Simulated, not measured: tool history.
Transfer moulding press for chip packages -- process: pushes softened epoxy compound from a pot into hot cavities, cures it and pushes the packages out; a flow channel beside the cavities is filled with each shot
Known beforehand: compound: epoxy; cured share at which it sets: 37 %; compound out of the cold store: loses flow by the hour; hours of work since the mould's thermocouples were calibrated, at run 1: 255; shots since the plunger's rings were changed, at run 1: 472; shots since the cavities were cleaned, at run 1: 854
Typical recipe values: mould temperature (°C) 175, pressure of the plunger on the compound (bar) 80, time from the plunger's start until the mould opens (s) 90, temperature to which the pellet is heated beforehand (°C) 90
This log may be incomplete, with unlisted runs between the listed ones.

run	hour	mould temperature (°C)	pressure of the plunger on the compound (bar)	time from the plunger's start until the mould opens (s)	temperature to which the pellet is heated beforehand (°C)	hours of work since the mould's thermocouples were calibrated	shots since the plunger's rings were changed	shots since the cavities were cleaned	incoming compound's hours out of the cold store	length that the compound runs in the flow channel (mm)	greatest force on the pins that push the packages out (N)
1	0	175	80	90	90	255	472	854	42.2	674	653
# hour 2.4: cavities cleaned with cleaning compound and waxed
2	11	175	80	90	90	259	549	69	35.6	691	462
3	17.7	175	80	90	90	262	604	124	29.5	688	507
4	30.4	175	80	90	90	267	708	228	28	689	520
5	37.2	175	80	90	90	270	764	284	17	706	541
6	50.9	175	80	90	90	276	875	395	30.2	693	572
7	64.8	171	80	72	96	282	989	509	36.3	675	1167
8	72.8	171	79.5	72	82	285	1054	574	33.3	686	1233
9	86.8	171	84.4	72	87	291	1169	689	43.7	696	1217
10	95.8	175	71	98	89	295	1242	762	26.4	647	602

4 options for the next run, each taken on its own from the tool as it stands now. Forecast them:
# hour 109.3: cavities cleaned with cleaning compound and waxed
A	110.8	173	71	74	81	300	1352	12	37.3	?	?
# hour 109.3: cavities cleaned with cleaning compound and waxed
B	110.8	172	90.5	98	89	300	1352	12	29.7	?	?
# hour 109.3: cavities cleaned with cleaning compound and waxed
C	110.8	175	90.8	78	90	300	1352	12	45.6	?	?
# hour 109.3: cavities cleaned with cleaning compound and waxed
D	110.8	174	67.1	90	85	300	1352	12	8.6	?	?

run	length that the compound runs in the flow channel (mm)	greatest force on the pins that push the packages out (N)
A	638	726
B	732	455
C	700	556
D	655	485
Without the tool's unlogged condition, the same runs would have read:
run	length that the compound runs in the flow channel (mm)	greatest force on the pins that push the packages out (N)
A	649	677
B	745	437
C	712	525
D	667	462

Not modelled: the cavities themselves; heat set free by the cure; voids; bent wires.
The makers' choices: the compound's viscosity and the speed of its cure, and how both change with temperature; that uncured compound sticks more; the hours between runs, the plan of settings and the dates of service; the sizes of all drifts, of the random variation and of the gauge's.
